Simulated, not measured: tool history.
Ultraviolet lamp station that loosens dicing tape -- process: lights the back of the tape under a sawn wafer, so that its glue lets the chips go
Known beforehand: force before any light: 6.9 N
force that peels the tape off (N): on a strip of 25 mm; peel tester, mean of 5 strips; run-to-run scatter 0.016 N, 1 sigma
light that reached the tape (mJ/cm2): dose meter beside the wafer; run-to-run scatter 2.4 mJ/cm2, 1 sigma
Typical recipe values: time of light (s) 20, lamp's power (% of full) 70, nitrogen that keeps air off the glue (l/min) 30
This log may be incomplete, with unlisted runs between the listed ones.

run    hour  time of light (s)  lamp's power (% of full)  nitrogen that keeps air off the glue (l/min)  force that peels the tape off (N)  light that reached the tape (mJ/cm2)
  1     0.0                 20                        70                                            30                              1.043                                   234
  2    45.5                 20                        70                                            30                              1.027                                   234
  3   104.8                 20                        70                                            30                              1.054                                   227
  4   188.1                 20                        70                                            30                              1.078                                   224
  5   239.1                 20                        70                                            30                              1.125                                   223
      247.0  -- window cleaned of glue's vapour
  6   313.8                 20                        70                                            30                              1.202                                   206
  7   371.0                 20                        70                                            30                              1.282                                   201
  8   447.5                 20                        70                                            30                              1.303                                   200
  9   536.9                 20                        70                                            30                              1.371                                   192
 10   577.9                 20                        70                                            30                              1.363                                   194
 11   630.5                 20                        70                                            30                              1.337                                   189
 12   699.2                 20                        70                                            30                              1.434                                   190
 13   744.2                 20                        70                                            30                              1.391                                   189
      791.5  -- window cleaned of glue's vapour, once more
 14   828.1                 20                        70                                            30                              1.019                                   236
 15   924.2                 20                        70                                            30                              0.973                                   236
 16   990.9                 20                        70                                            30                              1.034                                   228
 17  1075.3                 20                        70                                            30                              1.076                                   224
 18  1162.1                 20                        94                                            30                              0.665                                   301
 19  1239.8                 20                        94                                            32                              0.653                                   294
 20  1301.7                 37                        78                                            11                              0.696                                   449
 21  1344.1                 37                        78                                            11                              0.676                                   443
 22  1434.7                 37                        78                                            11                              0.688                                   438
 23  1503.9                 31                        78                                            11                              0.985                                   360
 24  1563.5                 31                        68                                            17                              0.905                                   314
 25  1644.2                 13                        64                                            12                              3.323                                   121
 26  1697.2                 11                        81                                            12                              3.270                                   126
 27  1763.2                 11                        81                                            12                              3.156                                   126
 28  1806.3                 25                        77                                            13                              1.378                                   275
 29  1867.7                 15                        97                                            36                              1.145                                   204
 30  1955.7                 20                        75                                            30                              1.251                                   199
 31  2037.4                 24                        70                                            22                              1.315                                   224
 32  2099.1                 24                        70                                            22                              1.353                                   220
     2119.7  -- window cleaned of glue's vapour
 33  2172.5                 24                        70                                            22                              1.160                                   245
 34  2223.6                 20                        70                                            14                              1.968                                   203
     2248.7  -- lamp changed
 35  2321.9                 15                        76                                            12                              1.901                                   219

Measured minus without-hidden-state, run by run (identical run-to-run variation in each term; gauge scatter may differ):
What the log doesn't record here: lamp's light, % of a new lamp's; light that the window lets through, % of a clean one's; drift of the gauge itself on peel_n, %; drift of the gauge itself on dose_mj_cm2, %.
run  force that peels the tape off (N)  light that reached the tape (mJ/cm2)
  1                             +0.263                                   -43
  2                             +0.269                                   -45
  3                             +0.290                                   -48
  4                             +0.319                                   -50
  5                             +0.342                                   -53
  6                             +0.469                                   -72
  7                             +0.516                                   -73
  8                             +0.541                                   -77
  9                             +0.589                                   -80
 10                             +0.595                                   -82
 11                             +0.595                                   -83
 12                             +0.653                                   -87
 13                             +0.644                                   -88
 14                             +0.237                                   -39
 15                             +0.248                                   -43
 16                             +0.278                                   -46
 17                             +0.304                                   -49
 18                             +0.209                                   -72
 19                             +0.214                                   -76
 20                             +0.236                                  -123
 21                             +0.240                                  -126
 22                             +0.260                                  -134
 23                             +0.381                                  -116
 24                             +0.367                                  -105
 25                             +0.733                                   -44
 26                             +0.784                                   -48
 27                             +0.780                                   -49
 28                             +0.583                                  -110
 29                             +0.515                                   -85
 30                             +0.579                                   -91
 31                             +0.621                                  -105
 32                             +0.652                                  -109
 33                             +0.459                                   -87
 34                             +0.669                                   -73
 35                             +0.078                                    -8
